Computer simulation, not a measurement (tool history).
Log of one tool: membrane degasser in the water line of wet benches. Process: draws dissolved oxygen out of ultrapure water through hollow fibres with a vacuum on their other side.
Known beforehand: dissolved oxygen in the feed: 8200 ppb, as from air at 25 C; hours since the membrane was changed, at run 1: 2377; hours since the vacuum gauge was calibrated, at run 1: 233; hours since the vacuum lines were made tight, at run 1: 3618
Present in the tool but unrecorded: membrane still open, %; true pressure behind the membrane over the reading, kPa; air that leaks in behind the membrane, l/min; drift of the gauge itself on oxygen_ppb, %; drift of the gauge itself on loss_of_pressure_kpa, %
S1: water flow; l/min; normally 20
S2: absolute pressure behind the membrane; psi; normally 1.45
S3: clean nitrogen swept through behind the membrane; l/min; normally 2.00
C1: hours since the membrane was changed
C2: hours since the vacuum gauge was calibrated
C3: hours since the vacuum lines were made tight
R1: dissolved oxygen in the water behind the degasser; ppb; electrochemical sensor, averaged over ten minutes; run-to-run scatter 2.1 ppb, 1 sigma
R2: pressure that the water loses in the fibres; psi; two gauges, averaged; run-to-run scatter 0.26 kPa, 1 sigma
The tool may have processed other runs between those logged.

{"run": 1, "hour": 0.0, "S1": 20, "S2": 1.45, "S3": 2.0, "C1": 2377, "C2": 233, "C3": 3618, "R1": 215.3, "R2": 10.263}
{"run": 2, "hour": 87.8, "S1": 20, "S2": 1.45, "S3": 2.0, "C1": 2465, "C2": 321, "C3": 3706, "R1": 218.7, "R2": 10.309}
{"run": 3, "hour": 184.6, "S1": 20, "S2": 1.45, "S3": 2.0, "C1": 2562, "C2": 418, "C3": 3803, "R1": 220.6, "R2": 10.305}
{"run": 4, "hour": 239.7, "S1": 30, "S2": 1.45, "S3": 2.0, "C1": 2617, "C2": 473, "C3": 3858, "R1": 391.3, "R2": 15.477}
{"run": 5, "hour": 282.6, "S1": 20, "S2": 1.45, "S3": 2.0, "C1": 2660, "C2": 516, "C3": 3901, "R1": 224.2, "R2": 10.379}
{"run": 6, "hour": 354.6, "S1": 20, "S2": 1.45, "S3": 2.0, "C1": 2731, "C2": 588, "C3": 3973, "R1": 223.1, "R2": 10.351}
{"run": 7, "hour": 454.0, "S1": 20, "S2": 1.45, "S3": 2.0, "C1": 2831, "C2": 687, "C3": 4072, "R1": 224.4, "R2": 10.409}
{"run": 8, "hour": 550.6, "S1": 20, "S2": 1.45, "S3": 2.0, "C1": 2927, "C2": 784, "C3": 4169, "R1": 226.8, "R2": 10.308}
{"run": 9, "hour": 636.8, "S1": 20, "S2": 1.45, "S3": 2.0, "C1": 3014, "C2": 870, "C3": 4255, "R1": 224.4, "R2": 10.441}
{"run": 10, "hour": 716.4, "S1": 20, "S2": 1.45, "S3": 2.0, "C1": 3093, "C2": 950, "C3": 4334, "R1": 226.8, "R2": 10.449}
{"run": 11, "hour": 759.5, "S1": 20, "S2": 1.45, "S3": 1.11, "C1": 3136, "C2": 993, "C3": 4378, "R1": 333.6, "R2": 10.404}
{"run": 12, "hour": 824.5, "S1": 20, "S2": 1.45, "S3": 2.0, "C1": 3201, "C2": 1058, "C3": 4443, "R1": 228.0, "R2": 10.321}
{"run": 13, "hour": 898.2, "S1": 20, "S2": 1.45, "S3": 2.0, "C1": 3275, "C2": 1131, "C3": 4516, "R1": 222.0, "R2": 10.444}
{"run": 14, "hour": 995.3, "S1": 20, "S2": 1.45, "S3": 2.0, "C1": 3372, "C2": 1229, "C3": 4613, "R1": 225.9, "R2": 10.475}
{"hour": 1005.7, "done": "vacuum gauge calibrated"}
{"hour": 1089.2, "done": "seals of the vacuum lines changed"}
{"run": 15, "hour": 1094.4, "S1": 20, "S2": 1.45, "S3": 2.0, "C1": 3469, "C2": 87, "C3": 5, "R1": 221.8, "R2": 10.453}
{"run": 16, "hour": 1141.2, "S1": 20, "S2": 1.12, "S3": 2.0, "C1": 3516, "C2": 133, "C3": 52, "R1": 175.1, "R2": 10.457}
{"run": 17, "hour": 1201.8, "S1": 20, "S2": 1.12, "S3": 2.0, "C1": 3576, "C2": 194, "C3": 113, "R1": 169.3, "R2": 10.511}
{"run": 18, "hour": 1280.3, "S1": 20, "S2": 1.12, "S3": 2.0, "C1": 3655, "C2": 273, "C3": 191, "R1": 173.9, "R2": 10.505}
{"run": 19, "hour": 1352.7, "S1": 22, "S2": 1.23, "S3": 1.48, "C1": 3727, "C2": 345, "C3": 264, "R1": 266.9, "R2": 11.549}
{"hour": 1397.1, "done": "vacuum gauge calibrated, once more"}
{"run": 20, "hour": 1427.4, "S1": 13, "S2": 1.06, "S3": 5.22, "C1": 3801, "C2": 30, "C3": 338, "R1": 45.0, "R2": 6.775}
{"run": 21, "hour": 1487.5, "S1": 13, "S2": 1.06, "S3": 5.22, "C1": 3861, "C2": 90, "C3": 398, "R1": 44.6, "R2": 6.863}
{"run": 22, "hour": 1531.3, "S1": 20, "S2": 2.99, "S3": 2.0, "C1": 3905, "C2": 134, "C3": 442, "R1": 458.7, "R2": 10.444}
{"run": 23, "hour": 1636.7, "S1": 29, "S2": 2.78, "S3": 1.0, "C1": 4011, "C2": 240, "C3": 547, "R1": 1015.1, "R2": 15.232}
{"run": 24, "hour": 1689.1, "S1": 29, "S2": 1.54, "S3": 3.35, "C1": 4063, "C2": 292, "C3": 599, "R1": 318.1, "R2": 15.333}
{"run": 25, "hour": 1766.6, "S1": 28, "S2": 1.45, "S3": 2.92, "C1": 4141, "C2": 370, "C3": 677, "R1": 311.2, "R2": 14.781}
{"run": 26, "hour": 1843.4, "S1": 13, "S2": 1.41, "S3": 1.35, "C1": 4217, "C2": 446, "C3": 754, "R1": 164.4, "R2": 6.837}
{"run": 27, "hour": 1902.5, "S1": 13, "S2": 1.41, "S3": 1.35, "C1": 4276, "C2": 505, "C3": 813, "R1": 166.6, "R2": 6.876}
{"run": 28, "hour": 1963.6, "S1": 20, "S2": 1.38, "S3": 2.0, "C1": 4338, "C2": 567, "C3": 874, "R1": 215.4, "R2": 10.602}
{"run": 29, "hour": 2059.4, "S1": 14, "S2": 1.2, "S3": 4.91, "C1": 4433, "C2": 662, "C3": 970, "R1": 62.0, "R2": 7.426}
{"run": 30, "hour": 2161.7, "S1": 14, "S2": 1.2, "S3": 4.91, "C1": 4536, "C2": 765, "C3": 1072, "R1": 63.0, "R2": 7.452}
{"run": 31, "hour": 2263.3, "S1": 17, "S2": 0.88, "S3": 2.22, "C1": 4637, "C2": 866, "C3": 1174, "R1": 99.7, "R2": 8.989}

What if the next run were any one of these 4? Each begins from the tool's condition after run 31:
{"run": "A", "hour": 2332.3, "S1": 17, "S2": 1.87, "S3": 2.22, "C1": 4706, "C2": 935, "C3": 1243, "R1": "?", "R2": "?"}
{"run": "B", "hour": 2332.3, "S1": 17, "S2": 2.0, "S3": 0.93, "C1": 4706, "C2": 935, "C3": 1243, "R1": "?", "R2": "?"}
{"run": "C", "hour": 2332.3, "S1": 20, "S2": 2.23, "S3": 2.22, "C1": 4706, "C2": 935, "C3": 1243, "R1": "?", "R2": "?"}
{"run": "D", "hour": 2332.3, "S1": 13, "S2": 2.44, "S3": 4.15, "C1": 4706, "C2": 935, "C3": 1243, "R1": "?", "R2": "?"}

run=A R1=219.2 R2=9.055
run=B R1=461.2 R2=9.026
run=C R1=321.8 R2=10.675
run=D R1=125.2 R2=6.875
The same runs, with their run-to-run variation unchanged, on a tool lacking any hidden condition would have given:
run=A R1=205.4 R2=8.498
run=B R1=447.4 R2=8.470
run=C R1=302.5 R2=10.019
run=D R1=118.0 R2=6.453

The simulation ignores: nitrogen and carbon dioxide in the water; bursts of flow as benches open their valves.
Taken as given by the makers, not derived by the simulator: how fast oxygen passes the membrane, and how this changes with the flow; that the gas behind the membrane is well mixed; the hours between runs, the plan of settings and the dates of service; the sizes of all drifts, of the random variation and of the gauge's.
